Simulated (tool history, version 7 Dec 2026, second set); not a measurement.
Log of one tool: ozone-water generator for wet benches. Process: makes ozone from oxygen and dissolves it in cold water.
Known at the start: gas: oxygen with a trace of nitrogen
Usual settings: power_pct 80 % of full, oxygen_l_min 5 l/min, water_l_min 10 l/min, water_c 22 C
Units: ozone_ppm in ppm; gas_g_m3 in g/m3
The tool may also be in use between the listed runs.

run,hour,power_pct,oxygen_l_min,water_l_min,water_c,ozone_ppm,gas_g_m3
1,0,80,5,10,22,39.3,281.1
2,53.9,80,5,10,22,39.2,284.2
3,141.5,80,5,9,22,41.6,280.2
4,181.4,80,5,9,22,41.9,283.6
5,232.9,80,5,9,22,42,281
6,324.4,80,5,10,28,34.4,280.5
7,391.7,80,5,10,22,39.2,280.5
8,446.4,43,5,10,22,26,186.5
9,515.1,80,5,10,22,39.3,280.9
10,594,80,5,10,22,38.9,279.6
11,684.1,80,5.81,10,22,39.3,267.9
12,770.1,80,5.81,10,22,39.4,265.8
13,851.9,80,5.81,10,22,39.5,268.5
14,928,80,5.81,10,22,38.8,266.8
15,1004.6,80,5,10,22,38.6,279.9
16,1061.5,80,5,10,25,36.1,281.8
17,1115.1,80,5,10,25,36.7,279.2
18,1189.7,80,2.75,10,23,34.9,333.8
19,1250.5,50,6.21,14,17,25.9,191.2
20,1310.2,50,6.21,14,17,25.7,190
21,1374.3,50,6.21,14,17,25.9,191.4
22,1451.4,80,3.77,8,22,43.8,304.4

Forecast run 23:
23,1525.5,80,3.77,11,22,?,?

{"run 23": {"ozone_ppm": 35.5, "gas_g_m3": 301.7}}
Without the tool's hidden state the same run would have given ozone_ppm 37.7 ppm, gas_g_m3 309.5 g/m3.
